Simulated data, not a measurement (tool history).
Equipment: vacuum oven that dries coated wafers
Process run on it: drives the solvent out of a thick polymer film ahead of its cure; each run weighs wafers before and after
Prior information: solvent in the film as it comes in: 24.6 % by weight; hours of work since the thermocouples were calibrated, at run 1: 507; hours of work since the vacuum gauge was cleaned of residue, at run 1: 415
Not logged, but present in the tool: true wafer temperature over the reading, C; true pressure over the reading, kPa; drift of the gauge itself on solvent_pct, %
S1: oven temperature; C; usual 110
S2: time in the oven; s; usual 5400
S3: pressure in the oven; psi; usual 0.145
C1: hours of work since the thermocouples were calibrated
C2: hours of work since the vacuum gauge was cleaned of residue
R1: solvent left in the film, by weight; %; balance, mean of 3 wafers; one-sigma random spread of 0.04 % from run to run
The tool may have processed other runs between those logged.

run	hour	S1	S2	S3	C1	C2	R1
1	0.0	110	5400	0.145	507	415	1.58
2	16.6	110	5400	0.145	516	424	1.54
3	31.2	110	5400	0.145	524	432	1.60
4	49.5	110	4980	0.145	534	442	1.80
5	70.3	110	5400	0.145	546	454	1.56
6	80.8	110	5400	0.145	552	460	1.53
7	93.6	110	5400	0.145	559	467	1.48
8	107.7	110	5400	0.145	566	475	1.55
9	124.5	96	5400	0.145	576	484	5.19
10	135.8	96	5400	0.145	582	490	5.07
11	149.1	96	5400	0.145	589	498	5.03
12	158.9	110	5400	0.225	595	503	1.97
13	173.8	110	6840	0.145	603	511	1.15
14	189.9	110	5400	0.145	612	520	1.53
15	211.3	110	5400	0.145	624	532	1.56
16	224.2	110	5400	0.145	631	539	1.56
17	243.1	110	7740	0.145	641	549	0.95
18	258.2	110	7740	0.145	650	558	1.00
19	272.1	110	7740	0.145	657	565	1.07
20	287.9	110	7740	0.145	666	574	0.96
21	304.4	107	4260	0.104	675	583	2.78
22	320.7	107	4260	0.075	684	592	2.70
23	338.0	96	5760	0.112	694	602	4.57
24	355.3	110	7440	0.526	703	611	2.93
25	376.7	97	4560	0.457	715	623	7.94
26	397.4	119	4560	0.129	727	635	0.79
27	406.7	119	4560	0.129	732	640	0.85
# hour 410.4: oven's thermocouples calibrated
28	430.2	119	4560	0.129	11	652	0.81
29	445.3	119	4560	0.129	19	660	0.85
30	461.6	109	5400	0.454	28	669	3.31
# hour 471.2: oven's thermocouples calibrated, once more
31	481.1	109	5400	0.454	5	679	3.05
32	492.3	107	4860	0.133	12	685	2.13
33	503.8	107	4860	0.133	18	691	2.16
34	522.2	98	4860	0.268	28	702	5.48
35	533.4	110	3300	0.483	34	708	4.60
36	545.8	110	3300	0.483	41	715	4.63
37	556.9	109	4380	0.175	47	721	2.27
38	576.8	98	5400	0.145	58	732	4.17
39	597.9	98	5880	0.125	70	743	3.53

How would selected steps in R1 from run to run divide? Give the signed amount a tool lacking its hidden state would still show from settings, what came in and random variation, and the signed amount left for the hidden state, including any gauge scatter that is not in both of the compared results.
Run 8 -> 9: S1 110 -> 96. R1 +3.64 %: hidden state +0.14, all else +3.50.
Run 24 -> 25: S1 110 -> 97, S2 7440 -> 4560, S3 0.526 -> 0.457. R1 +5.01 %: hidden state +0.22, all else +4.79.
Run 25 -> 26: S1 97 -> 119, S3 0.457 -> 0.129. R1 -7.15 %: hidden state -0.27, all else -6.88.
Run 30 -> 31: oven's thermocouples calibrated, once more. R1 -0.26 %: hidden state -0.31, all else +0.05.
